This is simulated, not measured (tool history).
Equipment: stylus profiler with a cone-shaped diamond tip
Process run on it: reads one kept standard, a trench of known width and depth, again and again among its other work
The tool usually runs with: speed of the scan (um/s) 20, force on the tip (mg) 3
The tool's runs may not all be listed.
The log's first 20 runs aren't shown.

run,day,speed of the scan (um/s),force on the tip (mg),depth of the trench (nm),width of the trench's floor (µm)
21,32.533,12,2.69,1011.07,25.96
22,34.733,12,2.69,1011.1,25.95
23,35.946,21,3,1011.98,25.91
24,37.742,12,3,1011.96,25.88
25,39.817,63,6.94,1020.58,25.84
26,40.808,7,1.37,1007.55,25.92
27,42.671,39,3.05,1011.56,25.81
28,44.238,6,7.69,1022.17,26.02
29,45.996,7,4.38,1014.91,25.98
30,47.708,62,4.7,1015.77,25.71
31,49.75,26,3,1011.86,25.94
32,51.092,26,3,1011.96,25.9
33,52.838,17,3.5,1013.1,25.92
34,54.492,43,1.17,1006.21,25.68
35,56.421,14,4.44,1015.5,25.94
36,58.021,7,1.41,1006.95,25.93
37,59.879,13,3,1011.71,25.91
38,61.958,20,1.01,1005.73,25.87
39,63.383,20,1.01,1005.61,25.89

What will run 40 give?
40,65.204,20,1.01,?,?

{"run 40": {"depth of the trench (nm)": 1005.59, "width of the trench's floor (µm)": 25.82}}
On a tool with no hidden condition, and with the same random variation, this run would have come out at depth of the trench (nm) 1005.57, width of the trench's floor (µm) 25.84.

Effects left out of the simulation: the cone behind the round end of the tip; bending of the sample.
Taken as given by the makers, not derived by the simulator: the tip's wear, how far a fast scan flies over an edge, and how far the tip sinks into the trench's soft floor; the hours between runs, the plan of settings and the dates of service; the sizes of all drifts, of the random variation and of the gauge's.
